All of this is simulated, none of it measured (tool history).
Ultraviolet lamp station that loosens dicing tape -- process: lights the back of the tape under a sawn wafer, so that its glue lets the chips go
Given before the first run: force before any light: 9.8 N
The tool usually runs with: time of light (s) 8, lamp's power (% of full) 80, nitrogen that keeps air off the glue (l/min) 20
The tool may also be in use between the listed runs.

run     day  time of light (s)  lamp's power (% of full)  nitrogen that keeps air off the glue (l/min)  force that peels the tape off (N)  light that reached the tape (J/m2)
  1       0                  8                        80                                            20                               0.31                                3530
  2   0.796                  8                        80                                            20                              0.325                                3460
  3   2.438                  8                        80                                            20                              0.335                                3460
  4     3.6                  8                        80                                            20                              0.332                                3480
  5   4.375                  8                        80                                            20                              0.325                                3390
  6   5.625                  8                        63                                            20                              0.602                                2660
  7   6.546                  8                       100                                            20                              0.225                                4130
  8   7.404                  8                        80                                            17                              0.413                                3380
  9   8.571                  8                        80                                            17                              0.429                                3260
 10  10.329                  8                        80                                            17                               0.43                                3250
 11  11.325                 12                        97                                            13                              0.184                                5990
 12  12.442                 16                        97                                            22                               0.14                                7760
 13  14.262                 16                        97                                            22                              0.148                                7690
 14  15.925                  7                        77                                            16                              0.723                                2660
 15  17.188                 14                        74                                            13                              0.224                                5050
 16  18.971                 10                        80                                            20                               0.26                                3810
 17  20.346                 10                        80                                            20                              0.259                                3760

Consider 3 possible next runs. They are alternatives, not a sequence: every one starts from the tool as it was left by run 17. What does each give?
  A  22.012                  5                        75                                            20                                  ?                                   ?
  B  22.012                 13                        99                                             9                                  ?                                   ?
  C  22.012                  7                        61                                            20                                  ?                                   ?

run  force that peels the tape off (N)  light that reached the tape (J/m2)
  A                              1.392                                1780
  B                              0.213                                5980
  C                              1.106                                1960
Stripped of hidden state, with their random variation kept, the same runs would have yielded:
run  force that peels the tape off (N)  light that reached the tape (J/m2)
  A                              0.892                                2220
  B                               0.16                                7500
  C                              0.681                                2470
